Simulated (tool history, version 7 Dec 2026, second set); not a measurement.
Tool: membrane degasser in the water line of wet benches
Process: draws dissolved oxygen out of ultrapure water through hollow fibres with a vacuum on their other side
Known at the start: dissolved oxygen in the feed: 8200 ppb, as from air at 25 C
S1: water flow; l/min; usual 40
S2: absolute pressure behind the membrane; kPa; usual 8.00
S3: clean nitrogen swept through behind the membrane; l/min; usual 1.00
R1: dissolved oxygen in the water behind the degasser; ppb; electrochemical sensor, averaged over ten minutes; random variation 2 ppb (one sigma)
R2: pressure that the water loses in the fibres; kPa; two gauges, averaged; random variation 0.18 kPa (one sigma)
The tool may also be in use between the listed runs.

Run 1, hour 0.0: usual settings. Result: R1 393.9 ppb, R2 31.58 kPa.
Run 2, hour 26.6: usual settings but S2 8.49 kPa. Result: R1 424.7 ppb, R2 31.46 kPa.
Run 3, hour 57.6: usual settings but S1 57 l/min, S2 8.49 kPa. Result: R1 565.1 ppb, R2 44.73 kPa.
Run 4, hour 105.1: usual settings but S1 57 l/min, S2 6.98 kPa. Result: R1 421.0 ppb, R2 44.80 kPa.
Run 5, hour 152.7: usual settings but S1 57 l/min, S2 6.98 kPa. Result: R1 420.3 ppb, R2 44.91 kPa.
At hour 185.9: seals of the vacuum lines changed.
Run 6, hour 194.0: usual settings. Result: R1 393.8 ppb, R2 31.48 kPa.
Run 7, hour 226.9: usual settings. Result: R1 392.7 ppb, R2 31.25 kPa.
Run 8, hour 257.8: usual settings. Result: R1 388.5 ppb, R2 31.47 kPa.
Run 9, hour 287.8: usual settings but S3 2.34 l/min. Result: R1 197.4 ppb, R2 31.56 kPa.
Run 10, hour 323.9: usual settings. Result: R1 390.4 ppb, R2 31.37 kPa.
Run 11, hour 366.9: usual settings. Result: R1 393.1 ppb, R2 31.59 kPa.
Run 12, hour 411.0: usual settings. Result: R1 390.5 ppb, R2 31.44 kPa.
Run 13, hour 445.0: usual settings but S1 52 l/min. Result: R1 488.0 ppb, R2 41.30 kPa.
Run 14, hour 465.4: usual settings but S1 52 l/min. Result: R1 491.0 ppb, R2 41.12 kPa.
Run 15, hour 514.4: usual settings but S1 52 l/min, S3 0.48 l/min. Result: R1 772.0 ppb, R2 41.10 kPa.
Run 16, hour 539.4: usual settings but S1 52 l/min, S3 1.75 l/min. Result: R1 319.8 ppb, R2 41.25 kPa.
Run 17, hour 586.7: usual settings but S1 56 l/min, S2 16.44 kPa. Result: R1 1253.7 ppb, R2 44.34 kPa.
Run 18, hour 615.7: usual settings but S1 56 l/min, S2 10.06 kPa, S3 1.51 l/min. Result: R1 526.6 ppb, R2 44.47 kPa.
Run 19, hour 641.2: usual settings but S1 30 l/min, S2 11.07 kPa. Result: R1 486.7 ppb, R2 23.78 kPa.
Run 20, hour 673.7: usual settings but S1 46 l/min. Result: R1 438.0 ppb, R2 36.52 kPa.
Run 21, hour 721.4: usual settings but S1 46 l/min. Result: R1 442.2 ppb, R2 36.45 kPa.
Run 22, hour 756.9: usual settings but S1 45 l/min, S3 0.59 l/min. Result: R1 626.7 ppb, R2 35.68 kPa.
Run 23, hour 802.4: usual settings but S1 45 l/min, S3 0.59 l/min. Result: R1 624.9 ppb, R2 35.82 kPa.
Run 24, hour 825.4: usual settings but S1 29 l/min, S2 6.59 kPa, S3 2.38 l/min. Result: R1 104.6 ppb, R2 23.14 kPa.
Run 25, hour 862.8: usual settings but S1 29 l/min, S2 6.59 kPa, S3 2.38 l/min. Result: R1 105.1 ppb, R2 23.18 kPa.
Run 26, hour 897.9: usual settings but S1 56 l/min, S2 9.14 kPa, S3 2.38 l/min. Result: R1 327.6 ppb, R2 44.57 kPa.
Run 27, hour 921.2: usual settings but S2 6.93 kPa, S3 0.41 l/min. Result: R1 573.6 ppb, R2 31.95 kPa.
Run 28, hour 951.2: usual settings but S2 16.32 kPa, S3 2.02 l/min. Result: R1 563.8 ppb, R2 32.02 kPa.
Run 29, hour 977.0: usual settings but S2 16.32 kPa, S3 2.02 l/min. Result: R1 564.1 ppb, R2 31.71 kPa.
Run 30, hour 1006.4: usual settings but S1 35 l/min, S2 18.29 kPa, S3 2.80 l/min. Result: R1 432.4 ppb, R2 28.01 kPa.
Run 31, hour 1043.3: usual settings but S1 24 l/min, S2 16.49 kPa, S3 1.43 l/min. Result: R1 493.7 ppb, R2 19.12 kPa.
Run 32, hour 1091.8: usual settings but S1 52 l/min, S2 16.51 kPa, S3 1.43 l/min. Result: R1 928.5 ppb, R2 41.15 kPa.

The same runs without the tool's hidden state, with the same run-to-run variation:
The hidden state here: membrane still open, %; true pressure behind the membrane over the reading, kPa; air that leaks in behind the membrane, l/min; drift of the gauge itself on oxygen_ppb, %; drift of the gauge itself on loss_of_pressure_kpa, %.
run      R1     R2
  1   380.9  30.97
  2   411.7  30.84
  3   548.6  43.82
  4   403.4  43.87
  5   402.5  43.95
  6   380.1  30.78
  7   378.9  30.54
  8   374.6  30.75
  9   189.6  30.83
 10   376.1  30.61
 11   378.5  30.81
 12   375.8  30.65
 13   469.1  40.25
 14   471.9  40.06
 15   743.8  40.01
 16   306.0  40.14
 17  1235.9  43.12
 18   510.3  43.23
 19   474.7  23.11
 20   420.0  35.48
 21   423.6  35.37
 22   601.8  34.61
 23   599.7  34.73
 24    98.0  22.43
 25    98.3  22.45
 26   313.6  43.14
 27   544.2  30.93
 28   553.1  30.97
 29   553.2  30.66
 30   424.5  27.08
 31   484.5  18.48
 32   911.5  39.71

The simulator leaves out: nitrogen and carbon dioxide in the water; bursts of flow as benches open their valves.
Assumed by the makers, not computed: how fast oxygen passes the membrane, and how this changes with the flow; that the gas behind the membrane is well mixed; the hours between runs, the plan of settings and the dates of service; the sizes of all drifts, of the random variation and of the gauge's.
